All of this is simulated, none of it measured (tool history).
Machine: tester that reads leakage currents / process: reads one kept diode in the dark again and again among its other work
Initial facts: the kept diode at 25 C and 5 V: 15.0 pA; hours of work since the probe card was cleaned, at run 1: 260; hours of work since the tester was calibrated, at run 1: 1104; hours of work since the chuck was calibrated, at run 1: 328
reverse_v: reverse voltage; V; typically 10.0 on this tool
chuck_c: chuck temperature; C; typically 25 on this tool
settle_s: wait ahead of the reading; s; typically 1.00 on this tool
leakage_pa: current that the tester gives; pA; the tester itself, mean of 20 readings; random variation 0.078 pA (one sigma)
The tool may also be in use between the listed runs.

| run | hour | reverse_v | chuck_c | settle_s | hours of work since the probe card was cleaned | hours of work since the tester was calibrated | hours of work since the chuck was calibrated | leakage_pa |
|---|---|---|---|---|---|---|---|---|
| 1 | 0.0 | 10.0 | 25 | 1.00 | 260 | 1104 | 328 | 19.97 |
| 2 | 36.8 | 10.0 | 25 | 8.84 | 289 | 1133 | 357 | 18.78 |
| 3 | 82.1 | 10.0 | 25 | 1.00 | 324 | 1168 | 393 | 20.05 |
| 4 | 125.2 | 10.0 | 25 | 1.00 | 358 | 1202 | 426 | 20.16 |
| 5 | 159.7 | 10.0 | 25 | 1.00 | 385 | 1229 | 453 | 20.15 |
| 6 | 180.3 | 10.0 | 25 | 1.00 | 401 | 1245 | 469 | 20.09 |
| 7 | 220.5 | 10.0 | 25 | 1.00 | 432 | 1276 | 500 | 20.34 |
| 8 | 251.0 | 10.0 | 25 | 1.00 | 456 | 1300 | 524 | 20.32 |
| 9 | 289.1 | 10.0 | 40 | 1.00 | 486 | 1330 | 554 | 65.91 |
| 10 | 327.2 | 10.0 | 40 | 1.00 | 516 | 1359 | 584 | 65.50 |
| 11 | 348.7 | 10.0 | 40 | 1.00 | 532 | 1376 | 601 | 65.72 |
|  | 353.5 | chuck's temperature calibrated |
| 12 | 386.4 | 10.0 | 40 | 1.00 | 560 | 1404 | 26 | 80.01 |
| 13 | 432.9 | 10.0 | 25 | 1.00 | 597 | 1440 | 62 | 24.68 |
| 14 | 464.5 | 10.0 | 25 | 1.00 | 621 | 1465 | 87 | 24.81 |
| 15 | 490.1 | 10.0 | 31 | 1.00 | 641 | 1485 | 107 | 38.65 |
|  | 496.5 | probe card cleaned and baked |
| 16 | 542.7 | 3.2 | 23 | 1.00 | 36 | 1524 | 145 | 13.87 |
| 17 | 588.0 | 19.5 | 25 | 1.00 | 71 | 1559 | 181 | 43.26 |
| 18 | 613.7 | 19.5 | 25 | 1.00 | 91 | 1579 | 201 | 43.07 |
| 19 | 662.9 | 19.6 | 29 | 0.90 | 130 | 1617 | 239 | 53.64 |
| 20 | 709.4 | 19.6 | 29 | 0.90 | 166 | 1654 | 275 | 53.89 |
| 21 | 738.0 | 19.6 | 29 | 0.90 | 188 | 1676 | 298 | 53.99 |
|  | 754.0 | probe card cleaned and baked, once more |
| 22 | 779.5 | 1.0 | 46 | 1.35 | 20 | 1706 | 328 | 55.20 |
| 23 | 802.9 | 10.0 | 27 | 7.77 | 38 | 1724 | 346 | 20.63 |
| 24 | 842.3 | 10.0 | 21 | 7.77 | 69 | 1755 | 377 | 11.76 |
| 25 | 878.0 | 6.4 | 25 | 7.22 | 97 | 1783 | 405 | 14.78 |
| 26 | 908.4 | 6.4 | 25 | 7.22 | 120 | 1807 | 428 | 14.84 |
| 27 | 946.8 | 2.5 | 28 | 4.96 | 150 | 1837 | 458 | 14.15 |

Each row is a separate what-if for the run after 27, all from the same tool condition, not one after another. Results?
| A | 976.7 | 10.0 | 25 | 1.20 | 174 | 1860 | 482 | ? |
| B | 976.7 | 2.0 | 25 | 1.00 | 174 | 1860 | 482 | ? |
| C | 976.7 | 5.2 | 36 | 0.47 | 174 | 1860 | 482 | ? |
| D | 976.7 | 3.2 | 46 | 0.56 | 174 | 1860 | 482 | ? |
| E | 976.7 | 2.5 | 26 | 4.96 | 174 | 1860 | 482 | ? |

| run | leakage_pa |
|---|---|
| A | 18.44 |
| B | 10.19 |
| C | 38.46 |
| D | 76.37 |
| E | 11.74 |
Without the tool's unlogged condition, the same runs would have read:
| run | leakage_pa |
|---|---|
| A | 19.93 |
| B | 11.70 |
| C | 43.98 |
| D | 88.11 |
| E | 13.48 |
